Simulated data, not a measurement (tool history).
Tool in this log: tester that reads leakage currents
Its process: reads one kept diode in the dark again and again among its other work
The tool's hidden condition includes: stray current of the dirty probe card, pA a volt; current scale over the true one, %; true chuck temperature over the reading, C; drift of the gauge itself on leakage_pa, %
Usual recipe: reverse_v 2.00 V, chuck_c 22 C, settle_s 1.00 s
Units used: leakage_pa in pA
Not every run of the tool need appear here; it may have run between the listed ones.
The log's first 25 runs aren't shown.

run	hour	reverse_v	chuck_c	settle_s	hours of work since the probe card was cleaned	hours of work since the tester was calibrated	hours of work since the chuck was calibrated	leakage_pa
26	1479.9	2.18	38	0.70	668	2224	999	132.32
27	1523.6	2.00	45	1.00	694	2250	1025	213.48
28	1557.8	2.00	45	1.00	714	2270	1046	214.01
29	1638.3	2.00	22	7.39	762	2318	1094	35.68
30	1713.1	2.00	22	7.39	807	2363	1138	35.88
31	1772.0	2.00	22	0.51	842	2398	1173	36.81
32	1845.8	18.68	22	2.43	886	2442	1217	80.22
33	1929.2	1.73	20	2.43	936	2492	1267	28.90
# hour 1946.3: tester calibrated
34	1973.4	11.89	22	1.00	961	16	1292	70.51
35	2021.2	6.54	37	1.00	989	45	1321	179.79

Run 36 comes next. What will it give?
36	2098.1	6.54	37	1.00	1035	91	1367	?

{"run 36": {"leakage_pa": 180.4}}
Minus the tool's unlogged condition, the same run would have read leakage_pa 180.18 pA.

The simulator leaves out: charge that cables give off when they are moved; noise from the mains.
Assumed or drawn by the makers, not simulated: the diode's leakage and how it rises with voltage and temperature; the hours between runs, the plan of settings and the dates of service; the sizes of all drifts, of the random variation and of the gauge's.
